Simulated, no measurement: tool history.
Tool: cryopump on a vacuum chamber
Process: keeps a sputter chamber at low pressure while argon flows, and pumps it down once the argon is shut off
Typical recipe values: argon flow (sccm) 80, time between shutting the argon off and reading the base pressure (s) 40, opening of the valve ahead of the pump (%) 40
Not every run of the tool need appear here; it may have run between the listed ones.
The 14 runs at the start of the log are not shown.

| run | hour | argon flow (sccm) | time between shutting the argon off and reading the base pressure (s) | opening of the valve ahead of the pump (%) | hours of work since the pump was warmed up and emptied | hours of work since the cold head was overhauled | hours of work since the chamber's fittings were tightened | pressure while argon flows (Pa) | pressure after the wait (uPa) |
|---|---|---|---|---|---|---|---|---|---|
| 15 | 158.2 | 80 | 40 | 18 | 129 | 129 | 873 | 0.6947 | 3.12 |
| 16 | 171.6 | 80 | 40 | 18 | 138 | 138 | 881 | 0.6977 | 3.18 |
| 17 | 182.6 | 80 | 40 | 18 | 145 | 145 | 889 | 0.7005 | 3.18 |
| 18 | 194.4 | 80 | 40 | 18 | 153 | 153 | 896 | 0.6956 | 3.20 |
| 19 | 206.8 | 80 | 47 | 40 | 161 | 161 | 904 | 0.3236 | 3.05 |
| 20 | 217.0 | 80 | 47 | 40 | 168 | 168 | 911 | 0.3249 | 3.27 |
| 21 | 232.8 | 116 | 40 | 40 | 178 | 178 | 921 | 0.4731 | 3.38 |
| 22 | 242.1 | 92 | 50 | 43 | 184 | 184 | 927 | 0.3539 | 3.18 |
| 23 | 250.0 | 34 | 33 | 30 | 189 | 189 | 933 | 0.1834 | 3.59 |
| 24 | 257.8 | 34 | 33 | 30 | 194 | 194 | 938 | 0.1831 | 3.57 |
| 25 | 271.8 | 34 | 165 | 36 | 203 | 203 | 947 | 0.1560 | 2.93 |
| 26 | 289.2 | 80 | 213 | 15 | 215 | 215 | 958 | 0.8421 | 3.00 |
| 27 | 303.1 | 80 | 213 | 15 | 224 | 224 | 967 | 0.8397 | 3.02 |
| 28 | 318.4 | 80 | 213 | 15 | 234 | 234 | 977 | 0.8474 | 3.13 |
| 29 | 333.9 | 80 | 213 | 15 | 244 | 244 | 987 | 0.8476 | 3.05 |
| 30 | 345.8 | 80 | 213 | 15 | 252 | 252 | 995 | 0.8468 | 3.26 |
| 31 | 361.9 | 69 | 40 | 40 | 262 | 262 | 1006 | 0.2948 | 3.89 |
| 32 | 372.3 | 56 | 39 | 40 | 269 | 269 | 1013 | 0.2413 | 3.83 |
| 33 | 384.9 | 82 | 39 | 25 | 277 | 277 | 1021 | 0.5378 | 3.92 |
| 34 | 397.8 | 82 | 37 | 17 | 286 | 286 | 1029 | 0.7806 | 4.15 |
| 35 | 413.4 | 49 | 168 | 31 | 296 | 296 | 1039 | 0.2664 | 3.56 |

What if the next run were any one of these 3? Each begins from the tool's condition after run 35:
| A | 420.9 | 78 | 70 | 31 | 301 | 301 | 1044 | ? | ? |
| B | 420.9 | 46 | 154 | 42 | 301 | 301 | 1044 | ? | ? |
| C | 420.9 | 61 | 130 | 52 | 301 | 301 | 1044 | ? | ? |

| run | pressure while argon flows (Pa) | pressure after the wait (uPa) |
|---|---|---|
| A | 0.4263 | 3.73 |
| B | 0.1938 | 3.52 |
| C | 0.2131 | 3.62 |
With no hidden state in the tool, these same runs would have given:
| run | pressure while argon flows (Pa) | pressure after the wait (uPa) |
|---|---|---|
| A | 0.3837 | 0.71 |
| B | 0.1685 | 0.47 |
| C | 0.1796 | 0.51 |
